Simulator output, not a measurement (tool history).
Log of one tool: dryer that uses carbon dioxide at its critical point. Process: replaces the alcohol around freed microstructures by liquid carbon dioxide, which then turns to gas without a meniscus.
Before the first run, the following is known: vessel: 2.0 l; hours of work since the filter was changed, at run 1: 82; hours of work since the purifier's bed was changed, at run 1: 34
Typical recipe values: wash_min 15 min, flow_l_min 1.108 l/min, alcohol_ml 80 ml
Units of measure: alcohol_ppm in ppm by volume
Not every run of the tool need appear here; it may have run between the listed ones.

run   hour  wash_min  flow_l_min  alcohol_ml  hours of work since the filter was changed  hours of work since the purifier's bed was changed  alcohol_ppm
  1      0        15       1.108          80                                          82                                                  34          106
  2   28.8        15       1.108          80                                         102                                                  54          137
  3   80.4        15       1.108          80                                         139                                                  91          164
  4  132.9        15       1.108          80                                         176                                                 128          204
  5  191.3        15       1.108          80                                         217                                                 170          259
  6  222.8        16       1.108          80                                         240                                                 192          211
     241.2  -- inlet filter changed
  7  275.2        16       1.108          80                                          24                                                 228          134
  8  324.3        23        0.68          21                                          59                                                 263          137
  9  361.4        23        0.68          21                                          85                                                 290          151

What does the tool deliver on the next run?
 10  405.2        12       1.108          48                                         116                                                 321            ?

{"run 10": {"alcohol_ppm": 340}}
With the hidden condition absent and the run-to-run variation left alone, this run would have shown alcohol_ppm 139 ppm by volume.

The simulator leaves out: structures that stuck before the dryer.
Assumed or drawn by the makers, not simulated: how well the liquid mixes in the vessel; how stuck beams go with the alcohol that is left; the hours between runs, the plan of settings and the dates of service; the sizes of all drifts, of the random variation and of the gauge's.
